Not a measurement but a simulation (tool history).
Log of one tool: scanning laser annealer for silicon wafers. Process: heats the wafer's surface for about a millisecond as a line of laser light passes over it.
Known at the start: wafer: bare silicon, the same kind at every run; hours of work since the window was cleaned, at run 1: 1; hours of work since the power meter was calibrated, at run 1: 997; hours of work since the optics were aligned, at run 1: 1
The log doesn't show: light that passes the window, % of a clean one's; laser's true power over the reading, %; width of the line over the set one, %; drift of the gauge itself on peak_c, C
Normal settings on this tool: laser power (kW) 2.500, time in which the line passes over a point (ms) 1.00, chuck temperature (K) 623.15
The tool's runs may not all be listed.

run,hour,laser power (kW),time in which the line passes over a point (ms),chuck temperature (K),hours of work since the window was cleaned,hours of work since the power meter was calibrated,hours of work since the optics were aligned,highest temperature of the surface (K)
1,0.0,2.500,1.00,623.15,1,997,1,1404.15
2,39.0,2.500,1.00,623.15,16,1012,16,1403.15
3,94.8,2.500,1.00,623.15,39,1035,39,1403.15
4,150.6,2.500,1.00,623.15,61,1057,61,1403.15
5,203.1,2.500,1.00,623.15,83,1079,83,1401.15
6,260.2,2.500,1.00,623.15,106,1102,106,1399.15
7,311.8,2.500,1.00,623.15,127,1123,127,1400.15
8,363.5,2.500,0.85,623.15,147,1144,147,1333.15
9,424.2,2.500,1.00,614.15,172,1168,172,1389.15
10,470.6,2.528,1.00,623.15,191,1187,191,1403.15
11,535.5,2.528,1.00,623.15,217,1213,217,1403.15
12,588.7,2.528,1.00,623.15,238,1235,238,1401.15
13,629.6,2.528,1.00,623.15,255,1251,255,1398.15
14,680.5,2.528,1.00,623.15,276,1272,276,1397.15
15,709.7,2.528,1.00,623.15,287,1283,287,1395.15
16,750.6,2.528,1.00,623.15,304,1300,304,1395.15
17,793.7,2.500,1.00,623.15,321,1317,321,1387.15
18,822.3,2.500,1.00,623.15,333,1329,333,1385.15
19,857.1,2.500,1.00,623.15,347,1343,347,1384.15
20,904.1,2.500,1.00,623.15,366,1362,366,1384.15
21,964.4,2.500,1.00,623.15,390,1386,390,1379.15
22,1010.9,2.310,0.87,616.15,409,1405,409,1260.15
23,1070.6,2.441,0.87,613.15,433,1429,433,1296.15
24,1104.7,2.262,1.00,625.15,447,1443,447,1299.15
25,1138.6,2.262,1.00,625.15,461,1457,461,1300.15
26,1186.6,2.500,1.14,593.15,480,1476,480,1402.15
27,1241.0,2.349,1.23,598.15,502,1498,502,1379.15
28,1289.0,2.349,1.23,598.15,521,1517,521,1378.15
29,1342.4,2.379,0.86,590.15,543,1539,543,1243.15
30,1393.1,2.588,1.16,623.15,563,1560,563,1465.15
31,1457.5,2.588,1.16,619.15,590,1586,590,1460.15
32,1504.5,2.500,1.00,645.15,609,1605,609,1390.15
33,1567.6,2.465,0.70,586.15,634,1630,634,1190.15

Run 34 has not been measured yet. What should we expect?
34,1633.8,2.429,0.70,628.15,661,1657,661,?

Run 34 measured highest temperature of the surface (K) 1223.15.
Were there no unlogged condition in the tool, this run, its random variation unchanged, would have produced highest temperature of the surface (K) 1252.15.

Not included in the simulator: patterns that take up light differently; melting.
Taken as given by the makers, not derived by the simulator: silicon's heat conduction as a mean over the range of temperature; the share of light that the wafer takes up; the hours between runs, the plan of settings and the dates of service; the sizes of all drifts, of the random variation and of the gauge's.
